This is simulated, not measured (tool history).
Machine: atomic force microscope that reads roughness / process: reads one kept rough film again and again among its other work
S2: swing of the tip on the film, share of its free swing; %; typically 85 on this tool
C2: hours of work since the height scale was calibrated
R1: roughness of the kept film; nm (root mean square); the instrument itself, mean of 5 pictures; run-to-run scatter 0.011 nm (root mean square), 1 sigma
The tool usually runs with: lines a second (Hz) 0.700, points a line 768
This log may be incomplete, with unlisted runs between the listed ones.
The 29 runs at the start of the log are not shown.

{"run": 30, "hour": 313.0, "lines a second (Hz)": 0.9, "S2": 87, "points a line": 512, "pictures with this tip": 77, "C2": 518, "R1": 2.442}
{"run": 31, "hour": 319.9, "lines a second (Hz)": 0.9, "S2": 87, "points a line": 512, "pictures with this tip": 90, "C2": 523, "R1": 2.45}
{"run": 32, "hour": 328.8, "lines a second (Hz)": 3.149, "S2": 56, "points a line": 394, "pictures with this tip": 106, "C2": 530, "R1": 2.512}
{"run": 33, "hour": 337.7, "lines a second (Hz)": 3.088, "S2": 56, "points a line": 632, "pictures with this tip": 122, "C2": 536, "R1": 2.534}
{"run": 34, "hour": 350.3, "lines a second (Hz)": 1.037, "S2": 74, "points a line": 751, "pictures with this tip": 145, "C2": 546, "R1": 2.526}
{"run": 35, "hour": 364.8, "lines a second (Hz)": 1.14, "S2": 85, "points a line": 490, "pictures with this tip": 172, "C2": 557, "R1": 2.41}
{"run": 36, "hour": 377.7, "lines a second (Hz)": 0.7, "S2": 64, "points a line": 259, "pictures with this tip": 195, "C2": 566, "R1": 2.578}
{"run": 37, "hour": 392.3, "lines a second (Hz)": 0.7, "S2": 64, "points a line": 259, "pictures with this tip": 222, "C2": 577, "R1": 2.568}
{"run": 38, "hour": 404.7, "lines a second (Hz)": 0.7, "S2": 64, "points a line": 259, "pictures with this tip": 245, "C2": 586, "R1": 2.572}
{"run": 39, "hour": 411.3, "lines a second (Hz)": 1.103, "S2": 85, "points a line": 768, "pictures with this tip": 257, "C2": 591, "R1": 2.425}

Consider 5 possible next runs. They are alternatives, not a sequence: every one starts from the tool as it was left by run 39. What does each give?
{"run": "A", "hour": 424.6, "lines a second (Hz)": 2.163, "S2": 85, "points a line": 1005, "pictures with this tip": 281, "C2": 601, "R1": "?"}
{"run": "B", "hour": 424.6, "lines a second (Hz)": 1.103, "S2": 79, "points a line": 768, "pictures with this tip": 281, "C2": 601, "R1": "?"}
{"run": "C", "hour": 424.6, "lines a second (Hz)": 0.7, "S2": 71, "points a line": 738, "pictures with this tip": 281, "C2": 601, "R1": "?"}
{"run": "D", "hour": 424.6, "lines a second (Hz)": 0.7, "S2": 63, "points a line": 600, "pictures with this tip": 281, "C2": 601, "R1": "?"}
{"run": "E", "hour": 424.6, "lines a second (Hz)": 1.86, "S2": 85, "points a line": 353, "pictures with this tip": 281, "C2": 601, "R1": "?"}

run=A R1=2.239
run=B R1=2.471
run=C R1=2.578
run=D R1=2.599
run=E R1=2.285
Take away the tool's hidden state, keep each run's random variation, and the runs would have read:
run=A R1=2.246
run=B R1=2.479
run=C R1=2.586
run=D R1=2.607
run=E R1=2.292
